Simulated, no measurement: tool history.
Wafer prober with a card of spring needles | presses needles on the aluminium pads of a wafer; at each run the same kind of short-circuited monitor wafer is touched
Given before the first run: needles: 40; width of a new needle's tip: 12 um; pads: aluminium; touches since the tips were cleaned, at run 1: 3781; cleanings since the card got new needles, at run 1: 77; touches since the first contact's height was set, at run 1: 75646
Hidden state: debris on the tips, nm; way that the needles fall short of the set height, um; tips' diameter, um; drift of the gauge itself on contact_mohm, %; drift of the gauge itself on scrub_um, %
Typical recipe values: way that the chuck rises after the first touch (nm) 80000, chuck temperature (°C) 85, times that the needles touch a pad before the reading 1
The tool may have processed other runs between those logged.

run	hour	way that the chuck rises after the first touch (nm)	chuck temperature (°C)	times that the needles touch a pad before the reading	touches since the tips were cleaned	cleanings since the card got new needles	touches since the first contact's height was set	resistance of one needle with its contact and lead (mohm)	way that a needle slides on the pad (nm)
1	0.0	80000	85	1	3781	77	75646	181	12720
# hour 6.1: tips cleaned on abrasive film
# hour 18.3: tips cleaned on abrasive film
# hour 33.6: tips cleaned on abrasive film
2	39.1	80000	85	1	2540	80	93388	184	12690
# hour 48.3: tips cleaned on abrasive film
# hour 60.5: tips cleaned on abrasive film
# hour 75.7: tips cleaned on abrasive film
# hour 88.9: tips cleaned on abrasive film
3	88.9	80000	85	1	0	84	115964	181	12740
# hour 101.1: tips cleaned on abrasive film
# hour 113.3: tips cleaned on abrasive film
# hour 128.5: tips cleaned on abrasive film
# hour 143.7: tips cleaned on abrasive film
# hour 158.9: tips cleaned on abrasive film
# hour 159.2: height of the first contact set anew
4	162.7	80000	85	1	1610	89	1610	182	12850
# hour 171.9: tips cleaned on abrasive film
# hour 184.1: tips cleaned on abrasive film
# hour 199.3: tips cleaned on abrasive film
5	200.9	80000	85	1	737	92	18930	181	12800
# hour 213.1: tips cleaned on abrasive film
# hour 225.3: tips cleaned on abrasive film
6	236.2	80000	85	1	5001	94	34986	182	12770
# hour 239.4: tips cleaned on abrasive film
# hour 254.6: tips cleaned on abrasive film
# hour 269.8: tips cleaned on abrasive film
7	275.1	80000	85	1	2406	97	52594	180	12760
# hour 284.2: tips cleaned on abrasive film
# hour 299.5: tips cleaned on abrasive film
# hour 314.7: tips cleaned on abrasive film
8	319.4	80000	85	1	2178	100	72738	181	12810
# hour 328.6: tips cleaned on abrasive film
# hour 343.8: tips cleaned on abrasive film
# hour 359.0: tips cleaned on abrasive film
# hour 374.2: tips cleaned on abrasive film
9	380.1	80000	85	1	2667	104	100281	180	12720
# hour 389.2: tips cleaned on abrasive film
# hour 404.5: tips cleaned on abrasive film
10	411.3	80000	85	1	3149	106	114487	182	12770
# hour 417.5: tips cleaned on abrasive film
# hour 429.7: tips cleaned on abrasive film
# hour 444.9: tips cleaned on abrasive film
11	454.8	80000	85	1	4543	109	134233	184	12780
# hour 458.0: tips cleaned on abrasive film
# hour 473.2: tips cleaned on abrasive film
# hour 485.6: height of the first contact set anew
# hour 488.7: tips cleaned on abrasive film
# hour 503.9: tips cleaned on abrasive film
# hour 519.1: tips cleaned on abrasive film
12	530.1	80000	85	1	5035	114	20237	179	12760
# hour 533.3: tips cleaned on abrasive film
# hour 548.5: tips cleaned on abrasive film
# hour 560.7: tips cleaned on abrasive film
# hour 575.9: tips cleaned on abrasive film
# hour 588.3: tips cleaned on abrasive film
13	588.3	80000	85	1	0	119	46614	179	12840
# hour 600.5: tips cleaned on abrasive film
# hour 615.7: tips cleaned on abrasive film
# hour 630.9: tips cleaned on abrasive film
# hour 646.2: tips cleaned on abrasive film
14	648.4	66000	35	1	1020	123	73893	176	10620
# hour 660.6: tips cleaned on abrasive film
# hour 675.8: tips cleaned on abrasive film
# hour 688.3: tips cleaned on abrasive film
15	688.3	66000	35	1	0	126	92003	173	10570
# hour 700.5: tips cleaned on abrasive film
# hour 715.7: tips cleaned on abrasive film
# hour 730.9: tips cleaned on abrasive film
# hour 745.3: tips cleaned on abrasive film
16	745.3	66000	35	1	0	130	117890	172	10580
# hour 760.5: tips cleaned on abrasive film
# hour 775.8: tips cleaned on abrasive film
17	776.9	69000	30	1	500	132	132210	173	11050
# hour 789.0: tips cleaned on abrasive film
# hour 801.2: tips cleaned on abrasive film
# hour 813.6: height of the first contact set anew
# hour 816.8: tips cleaned on abrasive film
# hour 832.0: tips cleaned on abrasive film
# hour 847.2: tips cleaned on abrasive film
18	850.1	69000	30	1	1317	137	16519	174	11100
# hour 862.3: tips cleaned on abrasive film
# hour 877.5: tips cleaned on abrasive film
# hour 891.4: tips cleaned on abrasive film
19	891.4	69000	30	1	0	140	35257	173	11080
# hour 906.6: tips cleaned on abrasive film
# hour 918.8: tips cleaned on abrasive film
# hour 934.0: tips cleaned on abrasive film
20	937.1	80000	38	1	1420	143	56025	170	12880
# hour 946.3: tips cleaned on abrasive film
# hour 961.5: tips cleaned on abrasive film
# hour 976.7: tips cleaned on abrasive film
# hour 992.0: tips cleaned on abrasive film
# hour 1007.2: tips cleaned on abrasive film
21	1008.2	83000	55	1	454	148	88291	172	13360
# hour 1020.3: tips cleaned on abrasive film
# hour 1035.6: tips cleaned on abrasive film
# hour 1050.8: tips cleaned on abrasive film
# hour 1066.0: tips cleaned on abrasive film
22	1067.2	83000	55	1	534	152	115082	174	13400
# hour 1079.4: tips cleaned on abrasive film
# hour 1091.5: tips cleaned on abrasive film
# hour 1106.8: tips cleaned on abrasive film
# hour 1122.0: tips cleaned on abrasive film
# hour 1137.2: tips cleaned on abrasive film
# hour 1139.4: height of the first contact set anew
23	1139.4	83000	55	1	881	157	0	174	13350
# hour 1151.6: tips cleaned on abrasive film
# hour 1166.8: tips cleaned on abrasive film
# hour 1182.0: tips cleaned on abrasive film
# hour 1194.2: tips cleaned on abrasive film
# hour 1209.0: tips cleaned on abrasive film
24	1209.0	80000	42	1	0	162	31600	174	12870
# hour 1224.2: tips cleaned on abrasive film
# hour 1236.4: tips cleaned on abrasive film
25	1240.7	92000	28	2	1953	164	45991	166	14870
# hour 1249.9: tips cleaned on abrasive film
# hour 1265.1: tips cleaned on abrasive film
# hour 1277.3: tips cleaned on abrasive film
# hour 1292.5: tips cleaned on abrasive film
26	1294.4	62000	112	1	869	168	70355	191	10030

Some steps in way that a needle slides on the pad (nm) between neighbouring runs. How much of each would the tool show without its hidden state too (settings, what came in, random variation), and how much is left for the hidden state, with any gauge scatter that isn't in both results?
Run 3 -> 4: tips cleaned on abrasive film, tips cleaned on abrasive film, tips cleaned on abrasive film, tips cleaned on abrasive film, tips cleaned on abrasive film, height of the first contact set anew. way that a needle slides on the pad (nm) +110: hidden state +30, all else +80.
Run 13 -> 14: way that the chuck rises after the first touch (nm) 80000 -> 66000, chuck temperature (°C) 85 -> 35, tips cleaned on abrasive film, tips cleaned on abrasive film, tips cleaned on abrasive film, tips cleaned on abrasive film. way that a needle slides on the pad (nm) -2220: hidden state -10, all else -2210.
Run 25 -> 26: way that the chuck rises after the first touch (nm) 92000 -> 62000, chuck temperature (°C) 28 -> 112, times that the needles touch a pad before the reading 2 -> 1, tips cleaned on abrasive film, tips cleaned on abrasive film, tips cleaned on abrasive film, tips cleaned on abrasive film. way that a needle slides on the pad (nm) -4840: hidden state -60, all else -4780.
